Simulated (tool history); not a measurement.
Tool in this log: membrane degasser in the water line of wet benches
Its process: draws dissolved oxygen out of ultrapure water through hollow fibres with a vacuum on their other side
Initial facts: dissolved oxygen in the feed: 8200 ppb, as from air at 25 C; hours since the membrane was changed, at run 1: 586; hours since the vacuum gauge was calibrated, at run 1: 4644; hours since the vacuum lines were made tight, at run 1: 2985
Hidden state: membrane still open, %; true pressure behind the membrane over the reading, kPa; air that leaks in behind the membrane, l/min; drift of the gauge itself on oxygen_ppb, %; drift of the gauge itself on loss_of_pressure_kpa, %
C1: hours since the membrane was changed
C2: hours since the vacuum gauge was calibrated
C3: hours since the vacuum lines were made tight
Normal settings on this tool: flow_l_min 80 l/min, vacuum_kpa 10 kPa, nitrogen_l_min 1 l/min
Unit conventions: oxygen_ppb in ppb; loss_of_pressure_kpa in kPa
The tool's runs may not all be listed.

run 1 hour=0 | flow_l_min=80 vacuum_kpa=10 nitrogen_l_min=1 | C1=586 C2=4644 C3=2985 | oxygen_ppb=849.6 loss_of_pressure_kpa=46.63
run 2 hour=50.3 | flow_l_min=80 vacuum_kpa=10 nitrogen_l_min=1 | C1=636 C2=4694 C3=3035 | oxygen_ppb=854.2 loss_of_pressure_kpa=46.54
run 3 hour=134.2 | flow_l_min=80 vacuum_kpa=10 nitrogen_l_min=1 | C1=720 C2=4778 C3=3119 | oxygen_ppb=853.3 loss_of_pressure_kpa=46.79
run 4 hour=186.9 | flow_l_min=80 vacuum_kpa=10 nitrogen_l_min=2.34 | C1=772 C2=4830 C3=3172 | oxygen_ppb=463 loss_of_pressure_kpa=46.43
run 5 hour=271.2 | flow_l_min=80 vacuum_kpa=10.4 nitrogen_l_min=1 | C1=857 C2=4915 C3=3256 | oxygen_ppb=896.7 loss_of_pressure_kpa=46.26
run 6 hour=332.7 | flow_l_min=80 vacuum_kpa=10 nitrogen_l_min=1 | C1=918 C2=4976 C3=3317 | oxygen_ppb=850.8 loss_of_pressure_kpa=46.57
-- hour=358.3 vacuum gauge calibrated
run 7 hour=388 | flow_l_min=80 vacuum_kpa=10 nitrogen_l_min=1 | C1=973 C2=30 C3=3372 | oxygen_ppb=848.8 loss_of_pressure_kpa=46.06
run 8 hour=429.5 | flow_l_min=80 vacuum_kpa=10 nitrogen_l_min=1.48 | C1=1015 C2=71 C3=3414 | oxygen_ppb=653.6 loss_of_pressure_kpa=46.62
run 9 hour=470.4 | flow_l_min=56 vacuum_kpa=10 nitrogen_l_min=1 | C1=1055 C2=112 C3=3455 | oxygen_ppb=665.7 loss_of_pressure_kpa=32.5
run 10 hour=541.4 | flow_l_min=56 vacuum_kpa=10 nitrogen_l_min=1 | C1=1126 C2=183 C3=3526 | oxygen_ppb=662.7 loss_of_pressure_kpa=32.31
run 11 hour=584.8 | flow_l_min=80 vacuum_kpa=10 nitrogen_l_min=1 | C1=1170 C2=226 C3=3569 | oxygen_ppb=849.5 loss_of_pressure_kpa=46.47
run 12 hour=649.8 | flow_l_min=80 vacuum_kpa=10 nitrogen_l_min=1 | C1=1235 C2=292 C3=3634 | oxygen_ppb=846.7 loss_of_pressure_kpa=46.23
run 13 hour=699.2 | flow_l_min=80 vacuum_kpa=10 nitrogen_l_min=0.77 | C1=1284 C2=341 C3=3683 | oxygen_ppb=996 loss_of_pressure_kpa=46.02
run 14 hour=739 | flow_l_min=80 vacuum_kpa=10 nitrogen_l_min=0.77 | C1=1324 C2=381 C3=3723 | oxygen_ppb=989.3 loss_of_pressure_kpa=46.4
run 15 hour=788.9 | flow_l_min=80 vacuum_kpa=10 nitrogen_l_min=1.23 | C1=1374 C2=431 C3=3773 | oxygen_ppb=740.4 loss_of_pressure_kpa=46.4
run 16 hour=873.3 | flow_l_min=80 vacuum_kpa=10 nitrogen_l_min=1.23 | C1=1458 C2=515 C3=3858 | oxygen_ppb=738.1 loss_of_pressure_kpa=46.37
run 17 hour=910.7 | flow_l_min=55 vacuum_kpa=10 nitrogen_l_min=1.23 | C1=1496 C2=552 C3=3895 | oxygen_ppb=561.1 loss_of_pressure_kpa=31.91
run 18 hour=960.2 | flow_l_min=55 vacuum_kpa=14.9 nitrogen_l_min=1.23 | C1=1545 C2=602 C3=3944 | oxygen_ppb=930.7 loss_of_pressure_kpa=31.98
run 19 hour=1019.3 | flow_l_min=63 vacuum_kpa=13 nitrogen_l_min=1.24 | C1=1604 C2=661 C3=4004 | oxygen_ppb=869.1 loss_of_pressure_kpa=36.24
run 20 hour=1103.1 | flow_l_min=63 vacuum_kpa=13 nitrogen_l_min=1.24 | C1=1688 C2=745 C3=4087 | oxygen_ppb=874.4 loss_of_pressure_kpa=36.33
run 21 hour=1161.3 | flow_l_min=63 vacuum_kpa=12.7 nitrogen_l_min=1.24 | C1=1746 C2=803 C3=4146 | oxygen_ppb=846.2 loss_of_pressure_kpa=36.31
run 22 hour=1197.8 | flow_l_min=80 vacuum_kpa=10 nitrogen_l_min=1.08 | C1=1783 C2=840 C3=4182 | oxygen_ppb=808.4 loss_of_pressure_kpa=46.33
run 23 hour=1250.5 | flow_l_min=80 vacuum_kpa=10 nitrogen_l_min=1.08 | C1=1835 C2=892 C3=4235 | oxygen_ppb=803.3 loss_of_pressure_kpa=46.22
run 24 hour=1304.9 | flow_l_min=80 vacuum_kpa=12.4 nitrogen_l_min=1 | C1=1890 C2=947 C3=4289 | oxygen_ppb=1119.1 loss_of_pressure_kpa=46.37
run 25 hour=1366.1 | flow_l_min=59 vacuum_kpa=10 nitrogen_l_min=0.63 | C1=1951 C2=1008 C3=4350 | oxygen_ppb=928.3 loss_of_pressure_kpa=34.3
run 26 hour=1407.8 | flow_l_min=59 vacuum_kpa=10 nitrogen_l_min=0.63 | C1=1993 C2=1049 C3=4392 | oxygen_ppb=933.1 loss_of_pressure_kpa=34.2
run 27 hour=1482.8 | flow_l_min=80 vacuum_kpa=13.9 nitrogen_l_min=1 | C1=2068 C2=1124 C3=4467 | oxygen_ppb=1278.2 loss_of_pressure_kpa=46.54
run 28 hour=1546 | flow_l_min=80 vacuum_kpa=13.9 nitrogen_l_min=2.35 | C1=2131 C2=1188 C3=4530 | oxygen_ppb=702.1 loss_of_pressure_kpa=46.34
run 29 hour=1618.8 | flow_l_min=74 vacuum_kpa=10.7 nitrogen_l_min=0.6 | C1=2204 C2=1261 C3=4603 | oxygen_ppb=1192.1 loss_of_pressure_kpa=42.62
run 30 hour=1705.4 | flow_l_min=94 vacuum_kpa=9.1 nitrogen_l_min=0.73 | C1=2290 C2=1347 C3=4690 | oxygen_ppb=988.3 loss_of_pressure_kpa=54.29
run 31 hour=1784.8 | flow_l_min=92 vacuum_kpa=9.1 nitrogen_l_min=0.67 | C1=2370 C2=1426 C3=4769 | oxygen_ppb=1021.2 loss_of_pressure_kpa=53.8
run 32 hour=1869 | flow_l_min=78 vacuum_kpa=14.5 nitrogen_l_min=1.54 | C1=2454 C2=1511 C3=4853 | oxygen_ppb=990.1 loss_of_pressure_kpa=45.03

Across each entry between runs, compare the hidden state at the last listed run before it with the hidden state at the first listed run after it:
In the gap between runs 6 and 7: vacuum gauge calibrated (hour 358.3)
  true pressure behind the membrane over the reading, kPa: 0.01 -> 0

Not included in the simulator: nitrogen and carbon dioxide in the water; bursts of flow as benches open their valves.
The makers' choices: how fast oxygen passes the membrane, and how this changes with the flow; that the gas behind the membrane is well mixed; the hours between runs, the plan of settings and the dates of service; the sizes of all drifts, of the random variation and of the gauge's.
